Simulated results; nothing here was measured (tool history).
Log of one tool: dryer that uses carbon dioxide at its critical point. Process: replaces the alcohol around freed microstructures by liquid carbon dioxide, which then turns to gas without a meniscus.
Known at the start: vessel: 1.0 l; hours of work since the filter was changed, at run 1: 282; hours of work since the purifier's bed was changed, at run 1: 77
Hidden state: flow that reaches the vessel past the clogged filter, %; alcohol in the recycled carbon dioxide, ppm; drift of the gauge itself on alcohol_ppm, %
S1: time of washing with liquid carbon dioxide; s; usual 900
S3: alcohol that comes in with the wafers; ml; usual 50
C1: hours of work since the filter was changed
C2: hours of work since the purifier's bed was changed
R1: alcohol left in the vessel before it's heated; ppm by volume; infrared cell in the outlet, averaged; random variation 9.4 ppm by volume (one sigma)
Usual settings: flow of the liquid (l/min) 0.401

run 1 day=0.000 | S1=900 flow_of_the_liquid_(l/min)=0.401 S3=50 | C1=282 C2=77 | R1=722
run 2 day=0.346 | S1=900 flow_of_the_liquid_(l/min)=0.401 S3=50 | C1=287 C2=82 | R1=717
run 3 day=0.892 | S1=900 flow_of_the_liquid_(l/min)=0.401 S3=110 | C1=295 C2=90 | R1=1571
run 4 day=1.596 | S1=900 flow_of_the_liquid_(l/min)=0.401 S3=87 | C1=305 C2=100 | R1=1273
run 5 day=2.038 | S1=900 flow_of_the_liquid_(l/min)=0.401 S3=87 | C1=312 C2=106 | R1=1293
run 6 day=2.479 | S1=900 flow_of_the_liquid_(l/min)=0.401 S3=87 | C1=318 C2=113 | R1=1262
run 7 day=2.896 | S1=900 flow_of_the_liquid_(l/min)=0.401 S3=50 | C1=324 C2=119 | R1=750
run 8 day=3.238 | S1=540 flow_of_the_liquid_(l/min)=0.401 S3=50 | C1=329 C2=124 | R1=4054
run 9 day=3.979 | S1=540 flow_of_the_liquid_(l/min)=0.401 S3=50 | C1=340 C2=134 | R1=4018
run 10 day=4.762 | S1=900 flow_of_the_liquid_(l/min)=0.401 S3=50 | C1=351 C2=146 | R1=794
run 11 day=5.333 | S1=900 flow_of_the_liquid_(l/min)=0.401 S3=50 | C1=360 C2=154 | R1=803
run 12 day=5.696 | S1=900 flow_of_the_liquid_(l/min)=0.401 S3=50 | C1=365 C2=159 | R1=766
run 13 day=6.150 | S1=660 flow_of_the_liquid_(l/min)=0.273 S3=66 | C1=371 C2=166 | R1=8372
run 14 day=6.838 | S1=1020 flow_of_the_liquid_(l/min)=0.558 S3=50 | C1=381 C2=176 | R1=97
run 15 day=7.308 | S1=780 flow_of_the_liquid_(l/min)=0.667 S3=27 | C1=388 C2=183 | R1=85
run 16 day=7.662 | S1=780 flow_of_the_liquid_(l/min)=0.667 S3=27 | C1=393 C2=188 | R1=91
-- day=7.967 inlet filter changed
run 17 day=8.100 | S1=780 flow_of_the_liquid_(l/min)=0.667 S3=27 | C1=2 C2=194 | R1=68
run 18 day=8.771 | S1=1380 flow_of_the_liquid_(l/min)=0.401 S3=39 | C1=12 C2=203 | R1=72
run 19 day=9.238 | S1=1440 flow_of_the_liquid_(l/min)=0.351 S3=50 | C1=18 C2=210 | R1=120
run 20 day=9.821 | S1=1200 flow_of_the_liquid_(l/min)=0.253 S3=26 | C1=27 C2=219 | R1=617
run 21 day=10.292 | S1=540 flow_of_the_liquid_(l/min)=0.488 S3=93 | C1=34 C2=225 | R1=3603
run 22 day=10.962 | S1=1020 flow_of_the_liquid_(l/min)=0.401 S3=50 | C1=44 C2=235 | R1=351
run 23 day=11.329 | S1=840 flow_of_the_liquid_(l/min)=0.291 S3=50 | C1=49 C2=241 | R1=2429

Some steps in R1 between neighbouring runs. How much of each would the tool show without its hidden state too (settings, what came in, random variation), and how much is left for the hidden state, with any gauge scatter that isn't in both results?
Run 12 -> 13: S1 900 -> 660, flow of the liquid (l/min) 0.401 -> 0.273, S3 50 -> 66. R1 +7606 ppm by volume: hidden state +1242, all else +6364.
Run 13 -> 14: S1 660 -> 1020, flow of the liquid (l/min) 0.273 -> 0.558, S3 66 -> 50. R1 -8275 ppm by volume: hidden state -1443, all else -6832.
